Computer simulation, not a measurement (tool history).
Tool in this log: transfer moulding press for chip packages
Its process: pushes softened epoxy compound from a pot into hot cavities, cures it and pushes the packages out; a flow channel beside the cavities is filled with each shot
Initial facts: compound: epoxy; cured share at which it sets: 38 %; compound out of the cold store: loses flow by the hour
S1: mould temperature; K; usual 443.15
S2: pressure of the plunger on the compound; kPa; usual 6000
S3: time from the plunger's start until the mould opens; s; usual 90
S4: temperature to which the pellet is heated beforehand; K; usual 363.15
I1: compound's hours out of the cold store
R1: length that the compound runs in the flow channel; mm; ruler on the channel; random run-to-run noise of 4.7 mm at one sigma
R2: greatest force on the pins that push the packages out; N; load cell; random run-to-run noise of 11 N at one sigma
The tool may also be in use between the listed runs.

run    day      S1    S2   S3      S4    I1   R1   R2
  1  0.000  443.15  6000   90  363.15  45.2  725  742
  2  0.417  443.15  6000   92  363.15   9.8  802  713
  3  1.071  443.15  6000   92  363.15  32.4  759  730
     1.650  -- cavities cleaned with cleaning compound and waxed
  4  1.696  443.15  6000   90  363.15  11.6  794  525
  5  2.342  449.15  6000   90  363.15  25.7  743  518
  6  2.704  449.15  6000   90  363.15  47.0  701  524
  7  3.042  443.15  6000   90  357.15   9.1  801  634
  8  3.412  443.15  6000   90  363.15  13.3  791  661
  9  4.067  443.15  6000   90  363.15  21.9  768  664
     4.204  -- mould's thermocouples calibrated
 10  4.675  443.15  4680   90  363.15  17.1  684  695
 11  5.000  443.15  6000   90  363.15  41.9  730  683
 12  5.462  443.15  6000   90  363.15  39.8  735  675
 13  5.858  436.15  5890  128  358.15  13.4  808  680
     6.033  -- mould's thermocouples calibrated, once more
 14  6.542  436.15  5890  128  358.15  38.9  759  710
 15  7.292  449.15  4610  125  372.15  30.1  635  660

Run 16 is up next; what results do you expect?
 16  7.633  442.15  4680  116  359.15  21.9   ?   ?

Run 16 yielded R1 688 mm, R2 651 N.
With the hidden condition absent and the run-to-run variation left alone, this run would have shown R1 718 mm, R2 432 N.
